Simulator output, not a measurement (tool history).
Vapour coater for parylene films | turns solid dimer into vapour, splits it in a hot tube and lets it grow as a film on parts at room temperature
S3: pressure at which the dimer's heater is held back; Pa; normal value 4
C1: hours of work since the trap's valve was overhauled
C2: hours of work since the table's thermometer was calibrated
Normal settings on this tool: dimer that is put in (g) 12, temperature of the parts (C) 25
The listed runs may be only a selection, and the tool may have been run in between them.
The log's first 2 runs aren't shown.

run 3 day=1.379 | dimer_that_is_put_in_(g)=10 temperature_of_the_parts_(C)=25 S3=4 | C1=328 C2=404 | thickness_of_the_film_(µm)=3.5
run 4 day=2.2 | dimer_that_is_put_in_(g)=10 temperature_of_the_parts_(C)=25 S3=4 | C1=342 C2=418 | thickness_of_the_film_(µm)=3.48
run 5 day=2.708 | dimer_that_is_put_in_(g)=10 temperature_of_the_parts_(C)=25 S3=4 | C1=350 C2=426 | thickness_of_the_film_(µm)=3.46
run 6 day=3.492 | dimer_that_is_put_in_(g)=10 temperature_of_the_parts_(C)=25 S3=4 | C1=363 C2=439 | thickness_of_the_film_(µm)=3.46
run 7 day=3.979 | dimer_that_is_put_in_(g)=10 temperature_of_the_parts_(C)=25 S3=4 | C1=371 C2=447 | thickness_of_the_film_(µm)=3.45
run 8 day=4.596 | dimer_that_is_put_in_(g)=10 temperature_of_the_parts_(C)=25 S3=4 | C1=382 C2=457 | thickness_of_the_film_(µm)=3.44
-- day=5.079 trap's valve overhauled
run 9 day=5.608 | dimer_that_is_put_in_(g)=7 temperature_of_the_parts_(C)=25 S3=4 | C1=9 C2=472 | thickness_of_the_film_(µm)=2.35
run 10 day=6.2 | dimer_that_is_put_in_(g)=7 temperature_of_the_parts_(C)=25 S3=6.51 | C1=19 C2=481 | thickness_of_the_film_(µm)=2.16
run 11 day=6.679 | dimer_that_is_put_in_(g)=12 temperature_of_the_parts_(C)=25 S3=4 | C1=27 C2=489 | thickness_of_the_film_(µm)=3.98
-- day=7.033 trap's valve overhauled, once more
run 12 day=7.583 | dimer_that_is_put_in_(g)=12 temperature_of_the_parts_(C)=25 S3=4 | C1=9 C2=502 | thickness_of_the_film_(µm)=4.4
run 13 day=8.025 | dimer_that_is_put_in_(g)=12 temperature_of_the_parts_(C)=25 S3=4 | C1=17 C2=509 | thickness_of_the_film_(µm)=4.41
run 14 day=8.917 | dimer_that_is_put_in_(g)=12 temperature_of_the_parts_(C)=25 S3=3.7 | C1=31 C2=524 | thickness_of_the_film_(µm)=4.43
run 15 day=9.379 | dimer_that_is_put_in_(g)=10 temperature_of_the_parts_(C)=25 S3=4 | C1=39 C2=532 | thickness_of_the_film_(µm)=3.64
run 16 day=10.15 | dimer_that_is_put_in_(g)=12 temperature_of_the_parts_(C)=25 S3=4 | C1=52 C2=544 | thickness_of_the_film_(µm)=4.38
run 17 day=10.583 | dimer_that_is_put_in_(g)=12 temperature_of_the_parts_(C)=25 S3=4 | C1=59 C2=552 | thickness_of_the_film_(µm)=4.35
run 18 day=11.088 | dimer_that_is_put_in_(g)=15 temperature_of_the_parts_(C)=25 S3=4 | C1=68 C2=560 | thickness_of_the_film_(µm)=5.45
run 19 day=11.85 | dimer_that_is_put_in_(g)=15 temperature_of_the_parts_(C)=25 S3=4 | C1=80 C2=573 | thickness_of_the_film_(µm)=5.43
run 20 day=12.542 | dimer_that_is_put_in_(g)=15 temperature_of_the_parts_(C)=25 S3=4 | C1=92 C2=584 | thickness_of_the_film_(µm)=5.45
run 21 day=13.062 | dimer_that_is_put_in_(g)=15 temperature_of_the_parts_(C)=25 S3=4 | C1=100 C2=593 | thickness_of_the_film_(µm)=5.4
run 22 day=13.488 | dimer_that_is_put_in_(g)=15 temperature_of_the_parts_(C)=25 S3=4 | C1=108 C2=600 | thickness_of_the_film_(µm)=5.38
run 23 day=14.267 | dimer_that_is_put_in_(g)=15 temperature_of_the_parts_(C)=25 S3=4 | C1=121 C2=613 | thickness_of_the_film_(µm)=5.39
run 24 day=14.746 | dimer_that_is_put_in_(g)=12 temperature_of_the_parts_(C)=25 S3=4 | C1=128 C2=621 | thickness_of_the_film_(µm)=4.33
run 25 day=15.417 | dimer_that_is_put_in_(g)=13 temperature_of_the_parts_(C)=27 S3=8.86 | C1=140 C2=632 | thickness_of_the_film_(µm)=3.89
run 26 day=15.779 | dimer_that_is_put_in_(g)=13 temperature_of_the_parts_(C)=27 S3=8.86 | C1=146 C2=638 | thickness_of_the_film_(µm)=3.88
run 27 day=16.65 | dimer_that_is_put_in_(g)=12 temperature_of_the_parts_(C)=29 S3=2.94 | C1=160 C2=653 | thickness_of_the_film_(µm)=4.06

For run 28, what comes out?
run 28 day=17.492 | dimer_that_is_put_in_(g)=12 temperature_of_the_parts_(C)=29 S3=2.94 | C1=174 C2=667 | thickness_of_the_film_(µm)=?

{"run 28": {"thickness of the film (µm)": 4.03}}
Minus the tool's unlogged condition, the same run would have read thickness of the film (µm) 4.18.
